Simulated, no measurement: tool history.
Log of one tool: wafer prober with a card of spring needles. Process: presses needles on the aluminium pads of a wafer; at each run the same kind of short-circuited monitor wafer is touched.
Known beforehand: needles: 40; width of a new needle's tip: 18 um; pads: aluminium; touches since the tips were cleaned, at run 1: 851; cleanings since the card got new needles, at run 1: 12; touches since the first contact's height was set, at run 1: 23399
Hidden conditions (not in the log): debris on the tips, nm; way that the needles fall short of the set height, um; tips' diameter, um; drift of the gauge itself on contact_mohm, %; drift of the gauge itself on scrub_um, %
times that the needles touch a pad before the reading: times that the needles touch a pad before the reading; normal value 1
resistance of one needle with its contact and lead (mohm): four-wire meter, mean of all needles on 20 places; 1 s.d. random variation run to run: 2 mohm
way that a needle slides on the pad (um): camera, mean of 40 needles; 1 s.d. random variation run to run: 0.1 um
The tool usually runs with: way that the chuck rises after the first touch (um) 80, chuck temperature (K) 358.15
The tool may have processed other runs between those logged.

| run | hour | way that the chuck rises after the first touch (um) | chuck temperature (K) | times that the needles touch a pad before the reading | touches since the tips were cleaned | cleanings since the card got new needles | touches since the first contact's height was set | resistance of one needle with its contact and lead (mohm) | way that a needle slides on the pad (um) |
|---|---|---|---|---|---|---|---|---|---|
| 1 | 0 | 80 | 358.15 | 1 | 851 | 12 | 23399 | 224 | 20.75 |
|  | 4 | tips cleaned on abrasive film |
| 2 | 8.6 | 92 | 358.15 | 1 | 1071 | 13 | 25359 | 217 | 23.77 |
|  | 11.7 | tips cleaned on abrasive film |
|  | 19.3 | tips cleaned on abrasive film |
| 3 | 20.5 | 92 | 358.15 | 1 | 264 | 15 | 28051 | 218 | 23.83 |
|  | 26.8 | tips cleaned on abrasive film |
| 4 | 28.9 | 88 | 358.15 | 1 | 487 | 16 | 29966 | 222 | 22.78 |
|  | 34.7 | tips cleaned on abrasive film |
| 5 | 34.8 | 88 | 358.15 | 1 | 26 | 17 | 31303 | 220 | 22.67 |
|  | 42.2 | tips cleaned on abrasive film |
| 6 | 45.3 | 88 | 358.15 | 1 | 719 | 18 | 33691 | 220 | 22.94 |
|  | 49.8 | tips cleaned on abrasive film |
| 7 | 52.5 | 80 | 358.15 | 1 | 605 | 19 | 35323 | 223 | 20.61 |
|  | 57 | tips cleaned on abrasive film |
| 8 | 61.2 | 80 | 358.15 | 1 | 975 | 20 | 37315 | 220 | 20.74 |
|  | 64.4 | tips cleaned on abrasive film |
|  | 71.3 | tips cleaned on abrasive film |
| 9 | 72.4 | 80 | 358.15 | 1 | 236 | 22 | 39839 | 220 | 20.63 |
|  | 79.1 | tips cleaned on abrasive film |
| 10 | 81.9 | 80 | 316.15 | 1 | 632 | 23 | 42006 | 213 | 20.87 |
|  | 86.4 | tips cleaned on abrasive film |
| 11 | 88.6 | 80 | 316.15 | 1 | 506 | 24 | 43523 | 212 | 20.72 |
|  | 93.9 | tips cleaned on abrasive film |
| 12 | 98.3 | 80 | 322.15 | 1 | 1023 | 25 | 45750 | 212 | 20.63 |
|  | 101.4 | tips cleaned on abrasive film |
| 13 | 106.3 | 80 | 358.15 | 1 | 1116 | 26 | 47561 | 219 | 20.66 |
|  | 108.6 | tips cleaned on abrasive film |
| 14 | 114.9 | 80 | 358.15 | 1 | 1441 | 27 | 49511 | 220 | 20.42 |
|  | 115.7 | tips cleaned on abrasive film |
|  | 123.3 | tips cleaned on abrasive film |
| 15 | 124.4 | 80 | 358.15 | 2 | 253 | 29 | 51656 | 219 | 20.48 |
| 16 | 129.4 | 80 | 358.15 | 2 | 1421 | 29 | 52824 | 221 | 20.49 |
|  | 130.3 | tips cleaned on abrasive film |
| 17 | 135.9 | 75 | 386.15 | 1 | 1307 | 30 | 54299 | 227 | 19.22 |
|  | 137.6 | tips cleaned on abrasive film |
|  | 144.7 | tips cleaned on abrasive film |
| 18 | 146.4 | 75 | 386.15 | 1 | 394 | 32 | 56662 | 225 | 19.17 |
|  | 151.9 | tips cleaned on abrasive film |
| 19 | 153.6 | 74 | 363.15 | 2 | 393 | 33 | 58298 | 223 | 19.15 |
| 20 | 158.5 | 74 | 363.15 | 2 | 1513 | 33 | 59418 | 222 | 18.96 |
|  | 159.6 | tips cleaned on abrasive film |
| 21 | 165.4 | 74 | 301.15 | 1 | 1320 | 34 | 60989 | 208 | 19.06 |
|  | 166.7 | tips cleaned on abrasive film |
| 22 | 171.3 | 83 | 368.15 | 1 | 1068 | 35 | 62336 | 223 | 21.24 |
|  | 174.2 | tips cleaned on abrasive film |
| 23 | 180 | 83 | 368.15 | 1 | 1337 | 36 | 64314 | 222 | 20.94 |
|  | 181.7 | tips cleaned on abrasive film |
|  | 189.4 | tips cleaned on abrasive film |
| 24 | 190.7 | 83 | 368.15 | 1 | 315 | 38 | 66739 | 225 | 21.27 |
| 25 | 196 | 84 | 368.15 | 1 | 1521 | 38 | 67945 | 220 | 21.48 |
|  | 196.8 | tips cleaned on abrasive film |
|  | 204.5 | tips cleaned on abrasive film |
| 26 | 206.5 | 84 | 368.15 | 1 | 480 | 40 | 70332 | 220 | 21.43 |
|  | 211.5 | tips cleaned on abrasive film |
| 27 | 215.2 | 84 | 368.15 | 1 | 847 | 41 | 72307 | 226 | 21.48 |
|  | 218.9 | tips cleaned on abrasive film |
|  | 226.2 | tips cleaned on abrasive film |
| 28 | 226.2 | 64 | 300.15 | 2 | 0 | 43 | 74795 | 206 | 16.34 |
|  | 233.8 | tips cleaned on abrasive film |
| 29 | 236.9 | 80 | 358.15 | 2 | 719 | 44 | 77233 | 221 | 20.4 |
|  | 240.9 | tips cleaned on abrasive film |
| 30 | 243.4 | 80 | 358.15 | 2 | 579 | 45 | 78706 | 216 | 20.43 |
|  | 248.2 | tips cleaned on abrasive film |
| 31 | 251.9 | 75 | 302.15 | 2 | 862 | 46 | 80654 | 207 | 19 |

Below are 4 alternative next runs, each starting from the tool's condition after run 31. Predict each:
|  | 255.4 | tips cleaned on abrasive film |
| A | 261.9 | 76 | 336.15 | 1 | 1505 | 47 | 82929 | ? | ? |
|  | 255.4 | tips cleaned on abrasive film |
| B | 261.9 | 83 | 394.15 | 1 | 1505 | 47 | 82929 | ? | ? |
|  | 255.4 | tips cleaned on abrasive film |
| C | 261.9 | 64 | 326.15 | 1 | 1505 | 47 | 82929 | ? | ? |
|  | 255.4 | tips cleaned on abrasive film |
| D | 261.9 | 75 | 301.15 | 1 | 1505 | 47 | 82929 | ? | ? |

| run | resistance of one needle with its contact and lead (mohm) | way that a needle slides on the pad (um) |
|---|---|---|
| A | 214 | 19.27 |
| B | 229 | 21.17 |
| C | 217 | 16.34 |
| D | 204 | 18.81 |
With no hidden state in the tool, these same runs would have given:
| run | resistance of one needle with its contact and lead (mohm) | way that a needle slides on the pad (um) |
|---|---|---|
| A | 213 | 19.77 |
| B | 228 | 21.72 |
| C | 215 | 16.76 |
| D | 203 | 19.3 |
